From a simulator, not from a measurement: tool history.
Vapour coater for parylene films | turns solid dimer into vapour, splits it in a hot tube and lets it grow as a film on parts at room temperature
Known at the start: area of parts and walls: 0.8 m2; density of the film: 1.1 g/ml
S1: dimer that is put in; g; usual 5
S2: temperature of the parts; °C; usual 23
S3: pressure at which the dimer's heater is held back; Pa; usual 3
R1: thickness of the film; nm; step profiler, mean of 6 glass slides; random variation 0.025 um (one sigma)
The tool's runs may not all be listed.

Run 1, hour 0: usual settings. Result: R1 3680 nm.
Run 2, hour 40.1: usual settings. Result: R1 3670 nm.
Run 3, hour 74: usual settings but S1 4 g. Result: R1 2940 nm.
Run 4, hour 93.4: usual settings but S1 4 g. Result: R1 2950 nm.
Run 5, hour 125.2: usual settings but S1 4 g. Result: R1 2920 nm.
Run 6, hour 149.8: usual settings but S3 3.72 Pa. Result: R1 3540 nm.
Run 7, hour 189.7: usual settings but S1 8 g. Result: R1 5870 nm.
Run 8, hour 227.3: usual settings. Result: R1 3660 nm.
Run 9, hour 271.4: usual settings. Result: R1 3690 nm.
Run 10, hour 304.8: usual settings. Result: R1 3670 nm.
Run 11, hour 331: usual settings. Result: R1 3590 nm.
Run 12, hour 353.2: usual settings. Result: R1 3630 nm.
Run 13, hour 373.7: usual settings. Result: R1 3640 nm.
Run 14, hour 402.9: usual settings. Result: R1 3680 nm.
Run 15, hour 448.5: usual settings. Result: R1 3650 nm.
Run 16, hour 468.6: usual settings but S3 6.96 Pa. Result: R1 3230 nm.
Run 17, hour 501.4: usual settings but S3 6.96 Pa. Result: R1 3240 nm.
At hour 526.2: trap's valve overhauled.
Run 18, hour 543.6: usual settings but S3 6.96 Pa. Result: R1 3270 nm.
Run 19, hour 570.9: usual settings but S3 6.96 Pa. Result: R1 3280 nm.
Run 20, hour 595: usual settings but S3 6.96 Pa. Result: R1 3240 nm.

The next listed run, before its measurement:
Run 21, hour 633.4: usual settings but S1 8 g, S3 6.67 Pa. Result: R1 ?.

Run 21 gave R1 5170 nm.
Without the tool's hidden state the same run would have given R1 5180 nm.

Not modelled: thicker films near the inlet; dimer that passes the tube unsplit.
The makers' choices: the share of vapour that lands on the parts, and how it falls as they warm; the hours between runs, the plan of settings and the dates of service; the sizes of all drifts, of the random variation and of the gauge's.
